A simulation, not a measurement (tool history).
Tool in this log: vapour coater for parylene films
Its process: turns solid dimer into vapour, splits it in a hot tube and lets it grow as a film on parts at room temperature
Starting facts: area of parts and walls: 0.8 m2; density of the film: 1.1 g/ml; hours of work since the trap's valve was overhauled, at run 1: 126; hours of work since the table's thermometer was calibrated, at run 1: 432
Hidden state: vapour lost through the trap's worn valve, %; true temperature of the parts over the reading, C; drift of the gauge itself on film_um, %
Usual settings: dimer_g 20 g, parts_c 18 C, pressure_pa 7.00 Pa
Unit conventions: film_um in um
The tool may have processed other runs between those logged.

| run | day | dimer_g | parts_c | pressure_pa | hours of work since the trap's valve was overhauled | hours of work since the table's thermometer was calibrated | film_um |
|---|---|---|---|---|---|---|---|
| 1 | 0.000 | 20 | 18 | 7.00 | 126 | 432 | 12.99 |
| 2 | 0.550 | 20 | 18 | 7.00 | 137 | 443 | 12.82 |
| 3 | 1.058 | 20 | 18 | 7.00 | 148 | 454 | 12.82 |
| 4 | 1.550 | 20 | 18 | 7.00 | 158 | 464 | 12.94 |
| 5 | 1.967 | 20 | 18 | 7.00 | 167 | 473 | 12.76 |
| 6 | 2.488 | 20 | 16 | 7.00 | 178 | 484 | 14.03 |
| 7 | 3.158 | 20 | 16 | 7.00 | 192 | 498 | 14.04 |
| 8 | 3.504 | 20 | 15 | 7.00 | 199 | 505 | 14.64 |
| 9 | 4.196 | 20 | 15 | 7.00 | 213 | 520 | 14.45 |
| 10 | 4.771 | 20 | 15 | 7.00 | 225 | 532 | 14.40 |
| 11 | 5.079 | 20 | 15 | 7.00 | 232 | 538 | 14.19 |
| 12 | 5.658 | 20 | 15 | 7.00 | 244 | 550 | 14.20 |
| 13 | 6.012 | 8 | 15 | 7.00 | 251 | 558 | 5.62 |
| 14 | 6.583 | 8 | 15 | 7.00 | 263 | 569 | 5.63 |
| 15 | 7.042 | 8 | 15 | 7.00 | 273 | 579 | 5.69 |
| 16 | 7.433 | 20 | 18 | 7.00 | 281 | 587 | 12.44 |
| 17 | 8.188 | 20 | 18 | 7.00 | 297 | 603 | 12.20 |
|  | 8.412 | trap's valve overhauled |
| 18 | 9.000 | 20 | 18 | 7.00 | 12 | 616 | 11.82 |
| 19 | 9.671 | 20 | 18 | 7.00 | 26 | 631 | 11.73 |
| 20 | 10.371 | 20 | 18 | 7.00 | 41 | 645 | 11.72 |
| 21 | 10.967 | 20 | 18 | 7.00 | 53 | 658 | 11.77 |
| 22 | 11.471 | 20 | 18 | 7.00 | 64 | 668 | 11.62 |
|  | 11.883 | trap's valve overhauled, once more |
| 23 | 11.967 | 20 | 18 | 7.00 | 2 | 675 | 13.38 |
| 24 | 12.625 | 27 | 18 | 7.00 | 15 | 689 | 17.94 |
| 25 | 13.321 | 17 | 20 | 2.64 | 30 | 703 | 12.66 |
| 26 | 13.742 | 9 | 20 | 5.21 | 39 | 712 | 5.73 |
| 27 | 14.296 | 9 | 20 | 5.21 | 50 | 724 | 5.71 |
| 28 | 14.621 | 14 | 12 | 7.00 | 57 | 730 | 11.70 |
| 29 | 14.975 | 14 | 12 | 7.00 | 65 | 738 | 11.90 |
| 30 | 15.379 | 28 | 21 | 2.65 | 73 | 746 | 19.73 |
| 31 | 16.129 | 28 | 21 | 2.65 | 89 | 762 | 19.73 |
| 32 | 16.662 | 9 | 18 | 7.87 | 100 | 773 | 5.55 |
| 33 | 17.396 | 11 | 11 | 3.56 | 115 | 788 | 11.14 |
| 34 | 17.908 | 11 | 11 | 3.56 | 126 | 799 | 11.06 |
| 35 | 18.625 | 29 | 24 | 2.20 | 141 | 814 | 18.25 |
| 36 | 19.021 | 29 | 24 | 2.20 | 149 | 822 | 18.20 |
| 37 | 19.721 | 24 | 24 | 2.03 | 164 | 837 | 15.18 |
| 38 | 20.388 | 24 | 24 | 2.03 | 178 | 851 | 15.05 |

What will run 39 give?
| 39 | 20.892 | 28 | 24 | 2.03 | 188 | 862 | ? |

film_um: 17.39 um
With no hidden state in the tool, this same run would have given film_um 18.77 um.
